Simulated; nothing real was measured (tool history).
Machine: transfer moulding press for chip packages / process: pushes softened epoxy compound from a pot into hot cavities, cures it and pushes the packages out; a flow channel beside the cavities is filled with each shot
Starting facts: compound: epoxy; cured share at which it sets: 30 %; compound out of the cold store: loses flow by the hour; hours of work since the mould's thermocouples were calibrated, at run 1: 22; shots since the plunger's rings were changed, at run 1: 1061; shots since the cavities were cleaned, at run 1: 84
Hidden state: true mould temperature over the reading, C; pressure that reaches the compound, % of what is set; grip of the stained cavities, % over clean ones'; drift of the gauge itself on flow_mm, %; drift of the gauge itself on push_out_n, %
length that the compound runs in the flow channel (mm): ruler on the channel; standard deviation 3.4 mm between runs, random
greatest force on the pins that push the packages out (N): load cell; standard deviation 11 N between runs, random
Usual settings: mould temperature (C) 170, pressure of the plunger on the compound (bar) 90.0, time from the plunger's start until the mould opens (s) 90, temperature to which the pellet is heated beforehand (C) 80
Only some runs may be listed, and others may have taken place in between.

run	hour	mould temperature (C)	pressure of the plunger on the compound (bar)	time from the plunger's start until the mould opens (s)	temperature to which the pellet is heated beforehand (C)	hours of work since the mould's thermocouples were calibrated	shots since the plunger's rings were changed	shots since the cavities were cleaned	incoming compound's hours out of the cold store	length that the compound runs in the flow channel (mm)	greatest force on the pins that push the packages out (N)
1	0.0	170	90.0	90	80	22	1061	84	40.8	811	576
2	33.1	170	90.0	90	80	38	1407	430	15.3	896	703
# hour 69.4: cavities cleaned with cleaning compound and waxed
3	81.3	170	90.0	90	80	60	1894	125	32.2	832	880
4	114.5	170	90.0	86	80	76	2241	472	42.5	794	911
# hour 146.2: cavities cleaned with cleaning compound and waxed
5	155.7	170	76.4	90	80	95	2656	100	28.1	780	619
6	195.8	170	76.4	90	80	114	3074	518	46.3	719	708
# hour 208.0: cavities cleaned with cleaning compound and waxed, once more
7	238.4	172	90.0	90	80	134	3503	318	38.2	797	589
# hour 286.2: cavities cleaned with cleaning compound and waxed
8	289.3	172	90.0	90	80	158	4019	32	31.4	818	503
9	336.9	172	90.0	90	80	181	4516	529	39.3	788	625
# hour 362.7: cavities cleaned with cleaning compound and waxed
10	365.0	172	90.0	90	80	193	4794	24	36.7	799	498
# hour 377.7: plunger's sealing rings changed
11	403.6	172	90.0	90	80	211	271	401	29.9	854	642
# hour 443.1: cavities cleaned with cleaning compound and waxed
12	458.8	170	90.0	90	80	237	832	165	14.5	915	638
13	510.0	170	90.0	90	80	261	1366	699	19.5	888	784
# hour 519.6: cavities cleaned with cleaning compound and waxed
14	554.4	170	90.0	90	80	282	1813	363	29.4	850	685
15	592.4	170	90.0	90	80	300	2211	761	12.8	915	805
# hour 598.3: cavities cleaned with cleaning compound and waxed
16	627.5	170	90.0	90	80	316	2561	305	33.6	828	651
17	654.1	167	90.0	83	80	329	2839	583	39.8	809	1101
# hour 675.9: cavities cleaned with cleaning compound and waxed
18	694.1	170	95.8	110	78	347	3241	190	24.1	892	456
19	719.4	170	79.0	90	80	359	3505	454	21.3	818	720
# hour 754.5: cavities cleaned with cleaning compound and waxed
# hour 773.9: mould's thermocouples calibrated
20	773.9	172	84.1	84	79	0	4037	182	42.6	764	628
21	821.9	170	90.0	90	85	23	4539	684	9.2	912	793
# hour 833.8: cavities cleaned with cleaning compound and waxed
# hour 861.0: plunger's sealing rings changed
22	870.0	174	77.9	85	78	44	94	352	39.8	757	593
23	899.7	174	77.9	85	78	58	404	662	23.2	807	661
# hour 914.1: cavities cleaned with cleaning compound and waxed
24	955.0	174	77.9	78	78	84	966	427	23.1	806	743
# hour 990.6: cavities cleaned with cleaning compound and waxed
25	997.9	172	98.2	90	70	104	1398	76	34.9	859	526
26	1047.4	176	90.0	90	75	128	1915	593	18.6	871	596
# hour 1067.4: cavities cleaned with cleaning compound and waxed
27	1089.2	169	106.2	90	75	147	2336	228	31.0	922	677

Here are 4 independent what-if runs from the current tool condition. What would each one return?
A	1116.8	178	86.2	90	89	161	2624	516	10.8	?	?
B	1116.8	169	75.3	90	75	161	2624	516	43.6	?	?
C	1116.8	169	81.5	102	83	161	2624	516	39.8	?	?
D	1116.8	170	107.8	90	80	161	2624	516	31.1	?	?

run	length that the compound runs in the flow channel (mm)	greatest force on the pins that push the packages out (N)
A	869	532
B	728	724
C	774	625
D	918	750
With the hidden condition removed and each run's random variation left untouched, the same runs would have given:
run	length that the compound runs in the flow channel (mm)	greatest force on the pins that push the packages out (N)
A	888	393
B	744	529
C	790	460
D	938	550
